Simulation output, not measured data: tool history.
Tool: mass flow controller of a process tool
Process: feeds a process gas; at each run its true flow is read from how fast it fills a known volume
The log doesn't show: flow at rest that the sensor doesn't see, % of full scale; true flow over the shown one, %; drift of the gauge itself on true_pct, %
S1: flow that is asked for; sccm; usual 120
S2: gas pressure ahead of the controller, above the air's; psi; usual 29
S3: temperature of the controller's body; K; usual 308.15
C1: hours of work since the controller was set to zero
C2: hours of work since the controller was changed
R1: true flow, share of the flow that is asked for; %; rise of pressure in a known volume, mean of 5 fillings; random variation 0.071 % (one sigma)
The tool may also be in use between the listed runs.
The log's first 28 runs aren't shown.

{"run": 29, "hour": 2496.4, "S1": 118, "S2": 39.2, "S3": 303.15, "C1": 2162, "C2": 2162, "R1": 100.55}
{"run": 30, "hour": 2561.6, "S1": 120, "S2": 25.7, "S3": 308.15, "C1": 2198, "C2": 2198, "R1": 100.29}
{"run": 31, "hour": 2619.1, "S1": 120, "S2": 29, "S3": 300.15, "C1": 2229, "C2": 2229, "R1": 99.66}
{"run": 32, "hour": 2694.0, "S1": 120, "S2": 29, "S3": 300.15, "C1": 2269, "C2": 2269, "R1": 99.57}
{"run": 33, "hour": 2786.3, "S1": 61, "S2": 27.4, "S3": 295.15, "C1": 2319, "C2": 2319, "R1": 97.86}
{"run": 34, "hour": 2887.1, "S1": 23, "S2": 22.6, "S3": 308.15, "C1": 2374, "C2": 2374, "R1": 95.57}
{"run": 35, "hour": 2992.1, "S1": 23, "S2": 22.6, "S3": 308.15, "C1": 2431, "C2": 2431, "R1": 95.56}
{"run": 36, "hour": 3074.3, "S1": 23, "S2": 29.2, "S3": 305.15, "C1": 2476, "C2": 2476, "R1": 95.47}
{"run": 37, "hour": 3173.2, "S1": 23, "S2": 29.2, "S3": 305.15, "C1": 2529, "C2": 2529, "R1": 95.29}
{"run": 38, "hour": 3228.6, "S1": 23, "S2": 29.2, "S3": 305.15, "C1": 2559, "C2": 2559, "R1": 95.32}
{"run": 39, "hour": 3291.5, "S1": 186, "S2": 38.3, "S3": 308.15, "C1": 2593, "C2": 2593, "R1": 101.59}
{"run": 40, "hour": 3404.6, "S1": 57, "S2": 38.3, "S3": 308.15, "C1": 2654, "C2": 2654, "R1": 99.49}
{"run": 41, "hour": 3527.2, "S1": 57, "S2": 27.6, "S3": 312.15, "C1": 2721, "C2": 2721, "R1": 99.32}
{"run": 42, "hour": 3652.4, "S1": 57, "S2": 20.9, "S3": 300.15, "C1": 2789, "C2": 2789, "R1": 97.52}
{"run": 43, "hour": 3713.3, "S1": 175, "S2": 29, "S3": 302.15, "C1": 2822, "C2": 2822, "R1": 100.22}
{"run": 44, "hour": 3819.5, "S1": 47, "S2": 29, "S3": 300.15, "C1": 2879, "C2": 2879, "R1": 97.42}
{"run": 45, "hour": 3907.0, "S1": 26, "S2": 22.6, "S3": 308.15, "C1": 2927, "C2": 2927, "R1": 95.47}
{"run": 46, "hour": 4017.7, "S1": 125, "S2": 36.4, "S3": 305.15, "C1": 2987, "C2": 2987, "R1": 100.65}
{"run": 47, "hour": 4134.3, "S1": 125, "S2": 36.4, "S3": 305.15, "C1": 3050, "C2": 3050, "R1": 100.46}
{"run": 48, "hour": 4184.6, "S1": 85, "S2": 32.9, "S3": 303.15, "C1": 3077, "C2": 3077, "R1": 99.38}
{"run": 49, "hour": 4289.0, "S1": 86, "S2": 26.4, "S3": 302.15, "C1": 3134, "C2": 3134, "R1": 98.91}

Forecast each of these 3 alternatives for the next run:
{"run": "A", "hour": 4379.3, "S1": 35, "S2": 20.9, "S3": 311.15, "C1": 3183, "C2": 3183, "R1": "?"}
{"run": "B", "hour": 4379.3, "S1": 51, "S2": 20.9, "S3": 295.15, "C1": 3183, "C2": 3183, "R1": "?"}
{"run": "C", "hour": 4379.3, "S1": 120, "S2": 29, "S3": 308.15, "C1": 3183, "C2": 3183, "R1": "?"}

run=A R1=96.95
run=B R1=96.54
run=C R1=100.47
Without the tool's hidden state the same runs would have given:
run=A R1=100.59
run=B R1=98.76
run=C R1=100.9
